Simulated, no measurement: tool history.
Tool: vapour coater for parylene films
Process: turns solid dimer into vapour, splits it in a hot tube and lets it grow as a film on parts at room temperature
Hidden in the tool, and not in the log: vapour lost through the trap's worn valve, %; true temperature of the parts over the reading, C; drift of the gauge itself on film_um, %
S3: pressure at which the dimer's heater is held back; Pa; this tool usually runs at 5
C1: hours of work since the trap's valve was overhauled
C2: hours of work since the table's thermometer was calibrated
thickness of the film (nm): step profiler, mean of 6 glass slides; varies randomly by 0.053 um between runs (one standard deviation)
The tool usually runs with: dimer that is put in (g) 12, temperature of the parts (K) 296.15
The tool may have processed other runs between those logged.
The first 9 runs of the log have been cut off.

{"run": 10, "day": 10.892, "dimer that is put in (g)": 12, "temperature of the parts (K)": 296.15, "S3": 3.26, "C1": 193, "C2": 420, "thickness of the film (nm)": 6980}
{"day": 12.292, "done": "trap's valve overhauled"}
{"run": 11, "day": 12.633, "dimer that is put in (g)": 12, "temperature of the parts (K)": 296.15, "S3": 3.26, "C1": 4, "C2": 438, "thickness of the film (nm)": 7310}
{"run": 12, "day": 14.042, "dimer that is put in (g)": 12, "temperature of the parts (K)": 296.15, "S3": 5, "C1": 21, "C2": 455, "thickness of the film (nm)": 7020}
{"run": 13, "day": 15.1, "dimer that is put in (g)": 12, "temperature of the parts (K)": 306.15, "S3": 5, "C1": 33, "C2": 467, "thickness of the film (nm)": 4320}
{"run": 14, "day": 16.167, "dimer that is put in (g)": 12, "temperature of the parts (K)": 306.15, "S3": 5, "C1": 46, "C2": 480, "thickness of the film (nm)": 4330}
{"run": 15, "day": 17.575, "dimer that is put in (g)": 12, "temperature of the parts (K)": 296.15, "S3": 5, "C1": 62, "C2": 496, "thickness of the film (nm)": 6780}
{"run": 16, "day": 19.012, "dimer that is put in (g)": 12, "temperature of the parts (K)": 296.15, "S3": 5, "C1": 79, "C2": 513, "thickness of the film (nm)": 6830}
{"run": 17, "day": 20.771, "dimer that is put in (g)": 12, "temperature of the parts (K)": 296.15, "S3": 5, "C1": 100, "C2": 534, "thickness of the film (nm)": 6760}
{"run": 18, "day": 22.025, "dimer that is put in (g)": 12, "temperature of the parts (K)": 296.15, "S3": 5, "C1": 115, "C2": 549, "thickness of the film (nm)": 6710}
{"day": 22.225, "done": "table's thermometer calibrated"}
{"run": 19, "day": 23.129, "dimer that is put in (g)": 12, "temperature of the parts (K)": 296.15, "S3": 5, "C1": 127, "C2": 11, "thickness of the film (nm)": 6590}
{"run": 20, "day": 23.979, "dimer that is put in (g)": 12, "temperature of the parts (K)": 296.15, "S3": 5, "C1": 137, "C2": 21, "thickness of the film (nm)": 6590}
{"run": 21, "day": 25.812, "dimer that is put in (g)": 12, "temperature of the parts (K)": 296.15, "S3": 10.6, "C1": 159, "C2": 42, "thickness of the film (nm)": 5940}
{"day": 26.0, "done": "table's thermometer calibrated, once more"}
{"run": 22, "day": 26.75, "dimer that is put in (g)": 6, "temperature of the parts (K)": 296.15, "S3": 5, "C1": 169, "C2": 9, "thickness of the film (nm)": 3360}
{"run": 23, "day": 27.988, "dimer that is put in (g)": 6, "temperature of the parts (K)": 296.15, "S3": 5, "C1": 184, "C2": 23, "thickness of the film (nm)": 3320}
{"run": 24, "day": 29.067, "dimer that is put in (g)": 13, "temperature of the parts (K)": 289.15, "S3": 5, "C1": 197, "C2": 36, "thickness of the film (nm)": 9820}
{"day": 30.204, "done": "trap's valve overhauled"}
{"run": 25, "day": 30.488, "dimer that is put in (g)": 8, "temperature of the parts (K)": 296.15, "S3": 2.47, "C1": 3, "C2": 51, "thickness of the film (nm)": 5160}
{"run": 26, "day": 32.338, "dimer that is put in (g)": 5, "temperature of the parts (K)": 292.15, "S3": 5.64, "C1": 25, "C2": 73, "thickness of the film (nm)": 3410}
{"run": 27, "day": 33.379, "dimer that is put in (g)": 5, "temperature of the parts (K)": 292.15, "S3": 5.64, "C1": 37, "C2": 85, "thickness of the film (nm)": 3340}
{"run": 28, "day": 34.792, "dimer that is put in (g)": 16, "temperature of the parts (K)": 290.15, "S3": 3.15, "C1": 54, "C2": 102, "thickness of the film (nm)": 12690}

Estimate the outcome of run 29 from the log above:
{"run": 29, "day": 36.517, "dimer that is put in (g)": 16, "temperature of the parts (K)": 306.15, "S3": 5, "C1": 74, "C2": 122, "thickness of the film (nm)": "?"}

Run 29 yielded thickness of the film (nm) 5770.
Without the tool's hidden state the same run would have given thickness of the film (nm) 5910.
